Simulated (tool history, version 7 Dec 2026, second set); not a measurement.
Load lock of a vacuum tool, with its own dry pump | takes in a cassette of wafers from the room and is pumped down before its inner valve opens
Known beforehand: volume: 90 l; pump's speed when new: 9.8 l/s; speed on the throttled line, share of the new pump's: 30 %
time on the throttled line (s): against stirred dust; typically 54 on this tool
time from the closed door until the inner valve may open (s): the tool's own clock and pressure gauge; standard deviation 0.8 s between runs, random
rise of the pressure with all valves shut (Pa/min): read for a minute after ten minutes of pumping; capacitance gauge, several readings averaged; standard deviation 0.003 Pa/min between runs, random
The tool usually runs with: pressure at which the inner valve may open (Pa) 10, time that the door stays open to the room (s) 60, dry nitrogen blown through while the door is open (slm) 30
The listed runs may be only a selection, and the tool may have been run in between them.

run,hour,time on the throttled line (s),pressure at which the inner valve may open (Pa),time that the door stays open to the room (s),dry nitrogen blown through while the door is open (slm),"incoming humidity of the room's air, %",time from the closed door until the inner valve may open (s),rise of the pressure with all valves shut (Pa/min)
1,0.0,54,10,60,30,46.0,126.9,0.061
2,113.8,54,10,60,30,47.2,127.4,0.059
3,206.1,54,10,60,30,46.3,126.3,0.056
4,334.7,54,13,60,30,45.9,125.2,0.059
5,398.5,54,13,60,30,45.0,125.5,0.061
6,534.8,54,13,60,30,43.7,124.6,0.058
7,638.1,54,13,60,30,45.9,125.8,0.063
8,777.9,58,13,60,30,45.1,128.0,0.060
9,917.6,54,10,60,30,42.0,128.6,0.063
10,1059.6,54,10,47,30,47.3,128.7,0.070
11,1132.6,54,10,47,30,45.3,128.6,0.066
12,1249.9,54,10,47,30,43.4,128.2,0.063
13,1379.2,54,10,47,30,46.3,128.1,0.070
14,1464.0,54,10,47,30,45.6,129.2,0.072
15,1560.7,54,10,47,30,46.4,130.1,0.063
16,1625.2,54,10,47,30,45.5,129.7,0.072
17,1746.1,54,10,60,30,45.6,129.3,0.073
18,1849.9,54,10,214,30,46.6,130.8,0.082
19,1974.3,54,13,214,30,43.7,127.2,0.089
20,2043.0,54,13,214,30,42.9,127.9,0.086
21,2166.6,54,13,60,8,41.4,127.4,0.087
22,2280.8,74,10,183,28,45.1,141.5,0.088
23,2412.0,74,10,183,28,42.8,144.0,0.091
24,2472.0,88,16,60,30,45.4,149.3,0.078
25,2593.6,72,16,60,10,44.1,137.1,0.089
26,2663.9,93,12,29,15,47.0,154.9,0.080
27,2738.5,65,17,205,4,42.4,131.7,0.116
28,2868.8,33,16,205,14,46.4,111.0,0.113
29,3006.6,95,10,30,30,43.1,156.9,0.077
30,3140.0,95,10,30,30,48.2,159.4,0.080
31,3215.0,86,14,30,12,42.8,147.3,0.088
32,3278.2,86,14,30,12,41.1,148.4,0.084
33,3347.4,86,14,30,12,44.8,148.9,0.090
34,3464.2,66,10,60,5,46.7,138.8,0.108
35,3546.6,29,16,29,35,42.4,109.5,0.079
36,3670.8,27,8,27,7,46.7,116.3,0.097
37,3778.6,27,8,27,7,42.8,115.5,0.095
38,3848.9,32,7,47,11,43.3,120.4,0.103

Alternative continuations, all from the tool just after run 38; predict every row:
A,3965.4,66,10,73,30,44.5,?,?
B,3965.4,31,7,47,11,43.7,?,?
C,3965.4,83,19,60,11,43.3,?,?

run,time from the closed door until the inner valve may open (s),rise of the pressure with all valves shut (Pa/min)
A,139.6,0.099
B,120.2,0.102
C,143.4,0.109
The same runs, with their run-to-run variation unchanged, on a tool lacking any hidden condition would have given:
run,time from the closed door until the inner valve may open (s),rise of the pressure with all valves shut (Pa/min)
A,131.1,0.031
B,110.0,0.035
C,136.6,0.040
